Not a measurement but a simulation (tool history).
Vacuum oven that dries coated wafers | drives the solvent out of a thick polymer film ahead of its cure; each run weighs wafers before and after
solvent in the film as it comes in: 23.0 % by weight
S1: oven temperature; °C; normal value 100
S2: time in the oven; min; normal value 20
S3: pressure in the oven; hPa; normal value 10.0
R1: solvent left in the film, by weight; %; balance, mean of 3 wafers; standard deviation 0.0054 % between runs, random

run   hour   S1  S2    S3     R1
  1    0.0  100  20  10.0  0.718
  2   18.1  100  20  10.0  0.723
  3   41.5  100  20  10.0  0.725
  4   60.9  100  23  10.0  0.512
  5   77.1  100  20  10.0  0.713
  6   99.9  100  20  10.0  0.721
  7  130.2  100  20  10.0  0.708
     152.3  -- oven's thermocouples calibrated
  8  163.7  100  20  10.0  0.867
  9  189.5   91  20   8.1  2.526
 10  204.4   91  20   8.1  2.533
 11  234.1   91  20  23.2  2.905
 12  255.3   94  11   8.3  5.016
 13  270.1   94  11   8.3  5.010
 14  288.7   86  32   8.9  1.741
 15  310.1  105  32   8.9  0.175
 16  338.6  105  32   8.9  0.169

What if the next run were any one of these 4? Each begins from the tool's condition after run 16:
  A  358.7  113  20  24.5   ?
  B  358.7  100  12  18.8   ?
  C  358.7  101  25  12.0   ?
  D  358.7  100  20  26.1   ?

run     R1
  A  0.348
  B  2.820
  C  0.464
  D  1.172
Had the tool no hidden state, the same runs would have come out as:
run     R1
  A  0.348
  B  2.854
  C  0.467
  D  1.186
